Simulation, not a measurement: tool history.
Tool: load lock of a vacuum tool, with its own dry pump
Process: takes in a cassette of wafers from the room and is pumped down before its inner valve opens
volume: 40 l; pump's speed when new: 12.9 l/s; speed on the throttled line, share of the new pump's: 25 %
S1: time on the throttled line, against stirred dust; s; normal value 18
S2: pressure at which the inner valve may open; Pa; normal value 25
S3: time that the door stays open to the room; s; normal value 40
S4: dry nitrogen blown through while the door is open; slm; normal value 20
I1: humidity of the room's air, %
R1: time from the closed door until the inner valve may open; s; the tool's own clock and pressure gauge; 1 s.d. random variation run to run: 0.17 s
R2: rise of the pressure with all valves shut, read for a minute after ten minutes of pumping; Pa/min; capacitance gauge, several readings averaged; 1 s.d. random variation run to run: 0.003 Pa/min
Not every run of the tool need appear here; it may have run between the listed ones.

{"run": 1, "hour": 0.0, "S1": 18, "S2": 25, "S3": 40, "S4": 20, "I1": 48.7, "R1": 39.7, "R2": 0.173}
{"run": 2, "hour": 141.5, "S1": 18, "S2": 25, "S3": 40, "S4": 20, "I1": 46.5, "R1": 39.4, "R2": 0.185}
{"run": 3, "hour": 217.6, "S1": 18, "S2": 25, "S3": 40, "S4": 20, "I1": 46.8, "R1": 39.5, "R2": 0.183}
{"run": 4, "hour": 330.6, "S1": 18, "S2": 46, "S3": 40, "S4": 20, "I1": 48.1, "R1": 37.8, "R2": 0.185}
{"run": 5, "hour": 415.3, "S1": 18, "S2": 46, "S3": 40, "S4": 20, "I1": 42.2, "R1": 37.1, "R2": 0.189}
{"run": 6, "hour": 516.7, "S1": 18, "S2": 46, "S3": 78, "S4": 20, "I1": 45.1, "R1": 37.6, "R2": 0.199}
{"run": 7, "hour": 675.0, "S1": 18, "S2": 46, "S3": 78, "S4": 20, "I1": 45.7, "R1": 37.7, "R2": 0.207}
{"run": 8, "hour": 824.4, "S1": 18, "S2": 46, "S3": 78, "S4": 20, "I1": 48.8, "R1": 37.6, "R2": 0.213}
{"run": 9, "hour": 959.7, "S1": 18, "S2": 25, "S3": 40, "S4": 29, "I1": 41.9, "R1": 40.1, "R2": 0.206}
{"run": 10, "hour": 1142.5, "S1": 14, "S2": 23, "S3": 40, "S4": 20, "I1": 46.3, "R1": 37, "R2": 0.223}
{"run": 11, "hour": 1325.3, "S1": 20, "S2": 24, "S3": 91, "S4": 20, "I1": 50, "R1": 41.3, "R2": 0.242}
{"run": 12, "hour": 1499.1, "S1": 10, "S2": 31, "S3": 105, "S4": 4, "I1": 44.2, "R1": 33.2, "R2": 0.289}
{"run": 13, "hour": 1644.5, "S1": 10, "S2": 21, "S3": 105, "S4": 4, "I1": 44.5, "R1": 34.3, "R2": 0.287}
{"run": 14, "hour": 1801.6, "S1": 10, "S2": 21, "S3": 105, "S4": 4, "I1": 47.5, "R1": 34.6, "R2": 0.296}
{"run": 15, "hour": 1989.1, "S1": 10, "S2": 21, "S3": 105, "S4": 4, "I1": 45.7, "R1": 34.7, "R2": 0.299}

Forecast each of these 3 alternatives for the next run:
{"run": "A", "hour": 2169.0, "S1": 18, "S2": 27, "S3": 61, "S4": 30, "I1": 45.6, "R1": "?", "R2": "?"}
{"run": "B", "hour": 2169.0, "S1": 9, "S2": 34, "S3": 105, "S4": 4, "I1": 48, "R1": "?", "R2": "?"}
{"run": "C", "hour": 2169.0, "S1": 18, "S2": 25, "S3": 65, "S4": 20, "I1": 46.1, "R1": "?", "R2": "?"}

run=A R1=39.3 R2=0.271
run=B R1=32.2 R2=0.317
run=C R1=39.6 R2=0.274
Take away the tool's hidden state, keep each run's random variation, and the runs would have read:
run=A R1=38.8 R2=0.016
run=B R1=31.6 R2=0.062
run=C R1=39.1 R2=0.024
